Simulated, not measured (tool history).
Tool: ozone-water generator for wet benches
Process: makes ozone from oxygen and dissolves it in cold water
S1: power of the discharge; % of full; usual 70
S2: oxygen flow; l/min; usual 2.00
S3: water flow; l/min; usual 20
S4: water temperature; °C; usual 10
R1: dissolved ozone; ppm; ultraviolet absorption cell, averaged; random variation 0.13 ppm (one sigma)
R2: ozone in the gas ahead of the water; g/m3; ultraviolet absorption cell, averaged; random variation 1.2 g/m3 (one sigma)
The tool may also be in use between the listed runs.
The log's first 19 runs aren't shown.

run,hour,S1,S2,S3,S4,R1,R2
20,810.5,88,1.12,32,10,8.4,330.3
21,864.1,88,1.12,32,10,8.2,327.5
22,890.3,88,1.12,32,10,8.3,326.4
23,941.4,88,2.16,13,11,24.3,237.4
24,985.3,88,2.16,13,11,24.3,236.1
25,1013.9,63,2.16,13,11,18.4,176.1
26,1047.8,63,2.16,13,11,18.6,176.0
27,1087.6,70,1.44,20,10,12.2,236.9
28,1140.8,70,1.70,14,10,17.9,218.6
29,1186.3,70,1.70,14,10,18.1,217.5
30,1240.9,49,2.00,20,12,9.8,148.0
31,1285.4,70,1.40,25,9,9.6,238.5
32,1323.9,70,1.40,24,12,9.9,240.4

Forecast each of these 3 alternatives for the next run:
A,1360.8,70,1.54,24,9,?,?
B,1360.8,87,2.78,24,7,?,?
C,1360.8,70,1.40,19,6,?,?

run,R1,R2
A,10.1,228.4
B,15.2,202.2
C,13.0,238.6
Without the tool's hidden state the same runs would have given:
run,R1,R2
A,11.1,243.1
B,16.8,217.6
C,14.1,253.9
